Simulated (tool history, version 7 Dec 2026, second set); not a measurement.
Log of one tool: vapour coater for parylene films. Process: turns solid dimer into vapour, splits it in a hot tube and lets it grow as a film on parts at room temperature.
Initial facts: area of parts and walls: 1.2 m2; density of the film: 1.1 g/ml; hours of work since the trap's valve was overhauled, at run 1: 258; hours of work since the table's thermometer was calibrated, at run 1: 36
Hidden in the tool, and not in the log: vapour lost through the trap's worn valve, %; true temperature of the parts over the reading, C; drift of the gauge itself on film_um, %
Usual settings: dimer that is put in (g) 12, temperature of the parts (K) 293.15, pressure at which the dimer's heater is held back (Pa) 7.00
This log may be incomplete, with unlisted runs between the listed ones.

| run | hour | dimer that is put in (g) | temperature of the parts (K) | pressure at which the dimer's heater is held back (Pa) | hours of work since the trap's valve was overhauled | hours of work since the table's thermometer was calibrated | thickness of the film (µm) |
|---|---|---|---|---|---|---|---|
| 1 | 0.0 | 12 | 293.15 | 7.00 | 258 | 36 | 6.06 |
| 2 | 79.9 | 12 | 299.15 | 7.00 | 309 | 86 | 4.46 |
| 3 | 141.5 | 12 | 293.15 | 7.00 | 348 | 125 | 5.88 |
| 4 | 211.0 | 12 | 293.15 | 7.00 | 392 | 169 | 5.79 |
| 5 | 257.3 | 12 | 293.15 | 7.00 | 421 | 199 | 5.75 |
| 6 | 333.1 | 12 | 288.15 | 7.00 | 469 | 247 | 7.21 |
| 7 | 420.3 | 12 | 288.15 | 7.00 | 524 | 302 | 7.05 |
| 8 | 470.1 | 12 | 288.15 | 8.45 | 556 | 333 | 6.91 |
|  | 511.9 | trap's valve overhauled |
| 9 | 517.2 | 12 | 293.15 | 7.00 | 3 | 361 | 6.60 |
|  | 525.0 | table's thermometer calibrated |
| 10 | 590.1 | 12 | 293.15 | 7.00 | 49 | 41 | 6.33 |
|  | 672.0 | table's thermometer calibrated, once more |
| 11 | 677.0 | 12 | 293.15 | 7.00 | 103 | 3 | 6.31 |
| 12 | 721.0 | 12 | 293.15 | 7.00 | 131 | 31 | 6.19 |
| 13 | 758.5 | 12 | 305.15 | 7.00 | 155 | 55 | 3.46 |
| 14 | 834.3 | 12 | 305.15 | 7.00 | 203 | 103 | 3.42 |
| 15 | 876.4 | 12 | 305.15 | 7.00 | 230 | 129 | 3.43 |
| 16 | 922.1 | 10 | 293.15 | 7.00 | 259 | 158 | 5.06 |
| 17 | 966.3 | 12 | 293.15 | 10.06 | 287 | 186 | 5.77 |
| 18 | 1017.0 | 13 | 302.15 | 4.85 | 319 | 218 | 4.38 |

What does the tool deliver on the next run?
| 19 | 1063.1 | 6 | 293.15 | 2.20 | 348 | 248 | ? |

thickness of the film (µm): 3.50
Were there no unlogged condition in the tool, this run, its random variation unchanged, would have produced thickness of the film (µm) 3.85.
